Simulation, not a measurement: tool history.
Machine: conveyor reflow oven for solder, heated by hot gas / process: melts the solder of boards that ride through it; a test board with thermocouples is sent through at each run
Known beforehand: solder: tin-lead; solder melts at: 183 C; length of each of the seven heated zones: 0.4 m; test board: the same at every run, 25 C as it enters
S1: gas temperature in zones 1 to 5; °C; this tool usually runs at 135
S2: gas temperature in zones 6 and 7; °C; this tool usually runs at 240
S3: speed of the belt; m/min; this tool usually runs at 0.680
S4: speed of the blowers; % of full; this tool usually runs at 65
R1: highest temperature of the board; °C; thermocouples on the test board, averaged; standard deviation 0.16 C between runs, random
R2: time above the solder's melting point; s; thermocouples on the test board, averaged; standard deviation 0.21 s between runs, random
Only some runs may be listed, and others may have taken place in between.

Run 1, hour 0.0: usual settings. Result: R1 224.4 °C, R2 57.7 s.
Run 2, hour 15.1: usual settings. Result: R1 224.6 °C, R2 57.7 s.
Run 3, hour 22.7: usual settings. Result: R1 224.3 °C, R2 57.9 s.
Run 4, hour 33.6: usual settings. Result: R1 224.2 °C, R2 58.2 s.
Run 5, hour 40.9: usual settings but S1 148 °C. Result: R1 226.5 °C, R2 63.1 s.
Run 6, hour 53.9: usual settings but S1 148 °C. Result: R1 226.5 °C, R2 63.6 s.
Run 7, hour 62.8: usual settings. Result: R1 224.4 °C, R2 57.5 s.
At hour 68.8: flux residue cleaned out of gas plates and filters.
Run 8, hour 82.3: usual settings. Result: R1 224.4 °C, R2 57.7 s.
Run 9, hour 91.1: usual settings. Result: R1 224.4 °C, R2 57.7 s.
Run 10, hour 108.7: usual settings. Result: R1 224.6 °C, R2 57.4 s.
Run 11, hour 125.6: usual settings. Result: R1 224.1 °C, R2 57.5 s.
Run 12, hour 133.6: usual settings. Result: R1 224.1 °C, R2 57.4 s.
Run 13, hour 141.5: usual settings but S2 248 °C, S3 0.563 m/min, S4 52 % of full. Result: R1 233.8 °C, R2 76.1 s.
Run 14, hour 154.6: usual settings but S2 248 °C, S3 0.563 m/min, S4 52 % of full. Result: R1 233.8 °C, R2 76.2 s.
At hour 160.7: flux residue cleaned out of gas plates and filters, once more.
Run 15, hour 171.6: usual settings but S4 85 % of full. Result: R1 229.5 °C, R2 61.4 s.
Run 16, hour 183.9: usual settings but S1 133 °C, S4 85 % of full. Result: R1 229.0 °C, R2 60.9 s.
Run 17, hour 191.7: usual settings but S1 133 °C, S4 85 % of full. Result: R1 229.1 °C, R2 60.7 s.
Run 18, hour 208.8: usual settings but S1 133 °C, S4 85 % of full. Result: R1 229.1 °C, R2 60.4 s.
Run 19, hour 222.9: usual settings but S1 133 °C, S4 85 % of full. Result: R1 229.0 °C, R2 60.7 s.
Run 20, hour 235.0: usual settings but S4 79 % of full. Result: R1 228.0 °C, R2 60.4 s.
Run 21, hour 250.0: usual settings but S1 141 °C, S2 248 °C, S4 84 % of full. Result: R1 237.3 °C, R2 66.4 s.
Run 22, hour 259.3: usual settings but S3 0.632 m/min, S4 66 % of full. Result: R1 226.9 °C, R2 64.1 s.
Run 23, hour 271.4: usual settings but S3 0.632 m/min, S4 66 % of full. Result: R1 227.4 °C, R2 64.5 s.

Below are 5 alternative next runs, each starting from the tool's condition after run 23. Predict each:
Run A, hour 285.8: usual settings but S1 129 °C, S3 0.597 m/min. Result: R1 ?, R2 ?.
Run B, hour 285.8: usual settings but S1 141 °C. Result: R1 ?, R2 ?.
Run C, hour 285.8: usual settings but S1 145 °C, S3 0.666 m/min, S4 68 % of full. Result: R1 ?, R2 ?.
Run D, hour 285.8: usual settings but S2 250 °C, S3 0.740 m/min, S4 71 % of full. Result: R1 ?, R2 ?.
Run E, hour 285.8: usual settings but S3 0.701 m/min. Result: R1 ?, R2 ?.

run     R1    R2
  A  227.2  67.0
  B  225.6  60.9
  C  227.4  64.4
  D  232.5  56.9
  E  223.8  55.9
The same runs, with their run-to-run variation unchanged, on a tool lacking any hidden condition would have given:
run     R1    R2
  A  227.2  65.6
  B  225.6  59.6
  C  227.4  63.1
  D  232.4  55.8
  E  223.7  54.7

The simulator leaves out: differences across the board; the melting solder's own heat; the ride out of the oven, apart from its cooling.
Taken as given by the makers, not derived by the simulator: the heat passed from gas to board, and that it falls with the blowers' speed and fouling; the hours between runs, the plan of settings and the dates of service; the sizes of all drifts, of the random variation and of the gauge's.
